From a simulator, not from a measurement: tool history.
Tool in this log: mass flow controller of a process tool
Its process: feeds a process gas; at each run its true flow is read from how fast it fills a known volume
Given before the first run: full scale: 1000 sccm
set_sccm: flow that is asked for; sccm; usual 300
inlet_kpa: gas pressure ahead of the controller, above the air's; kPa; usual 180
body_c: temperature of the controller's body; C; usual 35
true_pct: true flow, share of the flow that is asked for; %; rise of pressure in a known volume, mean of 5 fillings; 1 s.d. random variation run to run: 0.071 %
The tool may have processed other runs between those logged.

run      day  set_sccm  inlet_kpa  body_c  true_pct
  1    0.000       300        180      35     97.17
  2   15.029       300        180      35     96.93
  3   26.688       300        180      35     96.92
  4   42.879       300        180      35     96.70
  5   64.938       308        180      35     96.65
  6   86.367       300        180      29     95.91
  7  101.562       300        180      27     95.86
  8  119.408       300        180      27     95.50
  9  138.438       300        180      27     95.31
 10  148.979       300        180      27     95.26
 11  164.438       300        180      27     95.08
 12  186.317       300        180      21     94.55
 13  196.275       300        180      21     94.33
 14  214.171       300        180      35     95.16
     215.925  -- controller's zero set anew
 15  224.083       300        180      39     94.33
 16  241.867       300        180      35     93.81
 17  260.479       271        180      38     93.08
 18  271.229       271        180      38     92.96
 19  289.575       271        180      38     92.91
 20  299.404       300        189      35     93.23
 21  308.683       300        189      35     93.18
 22  320.108       130        153      30     84.98
 23  335.200       130        153      30     84.64
     339.725  -- controller's zero set anew, once more
 24  344.662       847        243      20     98.36
 25  365.733       847        243      20     98.28
 26  380.838       209        147      24     97.87
 27  390.762       209        197      30     97.75
 28  407.129       675        143      32     99.37
 29  422.958       675        143      32     99.15
 30  436.008       176        201      26     96.70
 31  445.579       176        201      26     96.50

Run by run, hidden condition taken away, random variation retained:
What the log doesn't record here: flow at rest that the sensor doesn't see, % of full scale; true flow over the shown one, %; drift of the gauge itself on true_pct, %.
run  true_pct
  1     99.86
  2     99.76
  3     99.86
  4     99.79
  5     99.87
  6     99.37
  7     99.46
  8     99.26
  9     99.25
 10     99.30
 11     99.26
 12     98.93
 13     98.80
 14     99.80
 15    100.18
 16     99.83
 17     99.86
 18     99.83
 19     99.98
 20     99.79
 21     99.81
 22     99.49
 23     99.43
 24     99.19
 25     99.20
 26     99.29
 27     99.29
 28    100.51
 29    100.37
 30     99.05
 31     99.00
